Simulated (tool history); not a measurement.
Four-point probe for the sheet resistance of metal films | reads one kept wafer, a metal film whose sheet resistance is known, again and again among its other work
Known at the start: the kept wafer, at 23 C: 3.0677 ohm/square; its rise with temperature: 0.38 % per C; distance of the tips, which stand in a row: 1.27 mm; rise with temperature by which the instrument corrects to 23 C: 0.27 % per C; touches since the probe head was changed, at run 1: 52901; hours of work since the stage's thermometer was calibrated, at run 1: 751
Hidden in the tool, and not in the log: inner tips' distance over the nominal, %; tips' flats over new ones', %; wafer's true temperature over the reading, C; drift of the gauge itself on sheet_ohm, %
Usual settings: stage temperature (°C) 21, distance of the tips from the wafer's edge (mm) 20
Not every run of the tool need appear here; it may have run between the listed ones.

run	day	stage temperature (°C)	distance of the tips from the wafer's edge (mm)	touches since the probe head was changed	hours of work since the stage's thermometer was calibrated	sheet resistance as the instrument gives it (ohm/square)
1	0	21	20	52901	751	3.066961
2	1.058	21	20	53994	767	3.067893
3	2.083	21	20	55055	783	3.068073
4	2.9	21	20	55904	796	3.067671
5	3.708	21	20	56739	808	3.066997
6	4.904	21	20	57977	826	3.067364
7	6.208	21	20	59327	846	3.067172
8	7.371	26	20	60528	864	3.084042
9	7.954	26	20	61134	873	3.08419
10	8.521	26	20	61719	881	3.084388
11	9.533	26	20	62767	897	3.083585
12	10.892	21	37	64171	917	3.062139
13	12.012	21	37	65335	935	3.063329
14	13.121	21	37	66482	951	3.063303
15	14.267	21	37	67668	969	3.062687
16	15.221	35	8	68652	983	3.146346
17	16.567	18	20	70048	1004	3.057533
18	17.208	30	37	70710	1014	3.090941
19	18.554	26	6	72104	1034	3.14956
20	19.875	25	4	73473	1055	3.231265
21	20.642	21	21	74265	1066	3.066655
22	21.854	23	44	75520	1085	3.068816
23	22.467	18	56	76152	1094	3.052311
24	23.767	18	56	77500	1114	3.052455
25	25.004	18	56	78781	1133	3.052405
26	25.783	27	13	79585	1145	3.096412
27	26.671	31	56	80506	1158	3.093007
28	27.329	31	56	81185	1168	3.092684
29	28.162	31	56	82046	1181	3.094344

What if the next run were any one of these 3? Each begins from the tool's condition after run 29:
A	29.371	20	15	83300	1199	?
B	29.371	21	48	83300	1199	?
C	29.371	19	20	83300	1199	?

run	sheet resistance as the instrument gives it (ohm/square)
A	3.069091
B	3.062976
C	3.062119
With the hidden condition removed and each run's random variation left untouched, the same runs would have given:
run	sheet resistance as the instrument gives it (ohm/square)
A	3.069052
B	3.062937
C	3.06208
